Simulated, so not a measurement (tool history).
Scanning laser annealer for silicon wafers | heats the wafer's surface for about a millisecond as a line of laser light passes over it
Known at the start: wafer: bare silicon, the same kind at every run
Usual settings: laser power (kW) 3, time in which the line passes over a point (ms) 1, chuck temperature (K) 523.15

run,day,laser power (kW),time in which the line passes over a point (ms),chuck temperature (K),highest temperature of the surface (K)
1,0,3,1,523.15,1285.15
2,0.65,3,1,523.15,1289.15
3,1.35,3.067,1,523.15,1307.15
4,1.812,2.558,1,523.15,1162.15
5,2.738,2.558,1,555.15,1199.15
6,3.208,2.558,1,555.15,1196.15
7,3.921,3,1,523.15,1287.15
8,4.838,3,1.01,523.15,1285.15
9,5.983,3,1.01,523.15,1295.15
10,6.596,3,0.95,523.15,1270.15
11,7.083,3,0.95,523.15,1270.15
12,8.096,3,0.95,523.15,1270.15
13,9.05,3,0.95,523.15,1272.15
14,9.85,3,0.95,523.15,1272.15
15,10.629,3,0.95,523.15,1270.15
16,11.246,3,0.95,523.15,1269.15
17,11.783,3,1.12,523.15,1326.15
18,12.617,3,1,523.15,1287.15
19,13.625,3,1,523.15,1292.15
20,14.333,2.712,1,523.15,1212.15
21,15.104,3,1,523.15,1290.15
22,15.679,2.859,0.75,523.15,1164.15
23,16.825,3.022,1,523.15,1292.15
24,17.471,3.035,1.04,519.15,1304.15
25,18.242,3.035,1.04,519.15,1306.15
26,18.958,3.153,1,523.15,1332.15
27,19.758,3,1.03,523.15,1298.15
28,20.504,3,1.03,523.15,1297.15
29,21.271,2.858,1.21,517.15,1303.15
30,22.283,2.858,0.96,517.15,1231.15
31,22.817,3,0.9,539.15,1270.15
32,23.529,3,0.9,539.15,1274.15
33,24.121,3,0.88,496.15,1223.15
34,24.612,2.999,1,523.15,1287.15
35,25.367,3.112,1,559.15,1355.15
36,26.212,3.112,0.92,559.15,1327.15
37,27.142,2.558,1.03,507.15,1154.15
38,27.962,2.935,0.87,514.15,1219.15
39,28.879,3.035,0.72,495.15,1171.15
40,29.958,2.66,0.72,543.15,1123.15
41,30.908,3.25,0.95,523.15,1339.15

Taken out of this log: 1 entry between the listed runs. Where each belongs, and how the hidden state differs across it:
Between runs 14 and 15: window over the wafer cleaned (day 10.304)
  light that passes the window, % of a clean one's: 99.95 -> 100
